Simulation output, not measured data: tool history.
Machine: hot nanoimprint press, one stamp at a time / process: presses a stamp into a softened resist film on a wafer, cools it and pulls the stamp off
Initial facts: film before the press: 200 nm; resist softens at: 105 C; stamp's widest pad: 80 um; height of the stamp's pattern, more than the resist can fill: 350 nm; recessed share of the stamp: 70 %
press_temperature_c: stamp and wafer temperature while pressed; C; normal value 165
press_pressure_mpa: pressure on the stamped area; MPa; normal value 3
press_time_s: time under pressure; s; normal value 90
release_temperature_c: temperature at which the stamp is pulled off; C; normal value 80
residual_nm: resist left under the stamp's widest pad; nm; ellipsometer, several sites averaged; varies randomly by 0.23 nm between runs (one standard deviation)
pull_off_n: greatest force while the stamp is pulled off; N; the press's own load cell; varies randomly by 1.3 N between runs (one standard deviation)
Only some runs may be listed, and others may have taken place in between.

| run | hour | press_temperature_c | press_pressure_mpa | press_time_s | release_temperature_c | residual_nm | pull_off_n |
|---|---|---|---|---|---|---|---|
| 1 | 0 | 165 | 3 | 90 | 80 | 69.7 | 204 |
| 2 | 12 | 165 | 3 | 90 | 68 | 69.8 | 281 |
| 3 | 21 | 165 | 3 | 90 | 68 | 69.8 | 278 |
| 4 | 30.4 | 165 | 3 | 90 | 80 | 69.3 | 206 |
| 5 | 36.4 | 165 | 3 | 90 | 80 | 69.5 | 207 |
| 6 | 42.7 | 165 | 3 | 90 | 80 | 69.5 | 205 |
| 7 | 51.9 | 165 | 3 | 90 | 80 | 69.9 | 208 |
| 8 | 58.9 | 165 | 4.64 | 90 | 85 | 55 | 176 |
| 9 | 66.9 | 166 | 3.2 | 90 | 77 | 64.7 | 223 |
| 10 | 73.9 | 165 | 3.23 | 148 | 77 | 54.1 | 226 |
| 11 | 83.6 | 165 | 3.23 | 148 | 77 | 54.9 | 229 |
| 12 | 96 | 156 | 3.74 | 90 | 80 | 90.3 | 213 |
| 13 | 107.8 | 153 | 3.74 | 175 | 69 | 81.3 | 277 |
| 14 | 120.1 | 153 | 3.74 | 175 | 69 | 81.3 | 278 |

Below, some changes in residual_nm between adjacent runs. For each, the amount present without the hidden state too (settings, incoming material, random variation) and the amount remaining for the hidden state with gauge scatter not shared by both compared results:
Hidden state at play: true temperature over the reading, C; pressure that arrives at the usual setting, %; grip of the stamp's worn release coat, % over a new coat's; drift of the gauge itself on residual_nm, %; drift of the gauge itself on pull_off_n, %.
Run 11 -> 12: press_temperature_c 165 -> 156, press_pressure_mpa 3.23 -> 3.74, press_time_s 148 -> 90, release_temperature_c 77 -> 80. residual_nm +35.4 nm: hidden state -1.9, all else +37.3.
